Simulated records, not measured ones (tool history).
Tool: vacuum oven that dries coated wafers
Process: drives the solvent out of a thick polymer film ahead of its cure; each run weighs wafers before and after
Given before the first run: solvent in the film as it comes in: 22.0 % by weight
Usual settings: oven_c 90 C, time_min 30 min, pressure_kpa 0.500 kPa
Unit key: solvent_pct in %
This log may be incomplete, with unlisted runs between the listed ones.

run   hour  oven_c  time_min  pressure_kpa  solvent_pct
  1    0.0      90        30         0.500         1.08
  2    9.6      90        18         0.500         2.83
  3   16.2      90        18         0.500         2.88
  4   31.4     103        30         0.500         0.33
  5   47.4      90        30         0.500         1.23
  6   60.5      90        29         0.500         1.17
  7   76.1      90        29         0.500         1.16
  8   84.2      75        29         1.020         7.43
  9   96.1      79        50         0.366         2.08
 10  106.3      79        50         0.366         2.11
 11  121.9     103        16         1.612         1.01
 12  130.1      80        41         0.500         2.78
 13  140.9      80        39         0.500         3.02

Alternative continuations, all from the tool just after run 13; predict every row:
  A  150.4      80        39         0.706            ?
  B  150.4      92        30         1.225            ?
  C  150.4      78        35         0.347            ?

run  solvent_pct
  A         3.26
  B         1.41
  C         4.19
With no hidden state in the tool, these same runs would have given:
run  solvent_pct
  A         3.13
  B         1.35
  C         4.04

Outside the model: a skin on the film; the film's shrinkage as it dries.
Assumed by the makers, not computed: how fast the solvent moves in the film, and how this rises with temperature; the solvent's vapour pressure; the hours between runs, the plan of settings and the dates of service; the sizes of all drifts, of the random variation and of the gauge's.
